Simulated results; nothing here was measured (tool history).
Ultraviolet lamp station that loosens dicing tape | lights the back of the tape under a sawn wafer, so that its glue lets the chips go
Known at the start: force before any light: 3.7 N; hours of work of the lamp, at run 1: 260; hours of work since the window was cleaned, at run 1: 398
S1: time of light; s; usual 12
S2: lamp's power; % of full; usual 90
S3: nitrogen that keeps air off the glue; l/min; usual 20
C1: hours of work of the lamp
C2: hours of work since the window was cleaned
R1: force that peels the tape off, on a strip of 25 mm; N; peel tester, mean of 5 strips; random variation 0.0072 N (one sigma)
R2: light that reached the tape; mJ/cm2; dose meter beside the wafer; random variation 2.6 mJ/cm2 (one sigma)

run	hour	S1	S2	S3	C1	C2	R1	R2
1	0	12	90	20	260	398	0.282	272
2	51.2	12	90	20	297	435	0.278	266
3	112.6	12	90	20	342	480	0.296	254
4	174	12	90	20	387	525	0.291	246
5	218.9	12	87	20	420	558	0.331	235
# hour 289.5: window cleaned of glue's vapour
6	298	12	90	27	477	6	0.289	241
7	371.1	12	90	20	531	60	0.326	235
8	440.5	12	90	20	582	110	0.349	223
9	511.2	7	82	17	633	162	0.867	113

The next listed run, before its measurement:
10	596.3	12	66	13	696	224	?	?

{"run 10": {"R1": 0.695, "R2": 151}}
Without the tool's hidden state the same run would have given R1 0.376 N, R2 241 mJ/cm2.
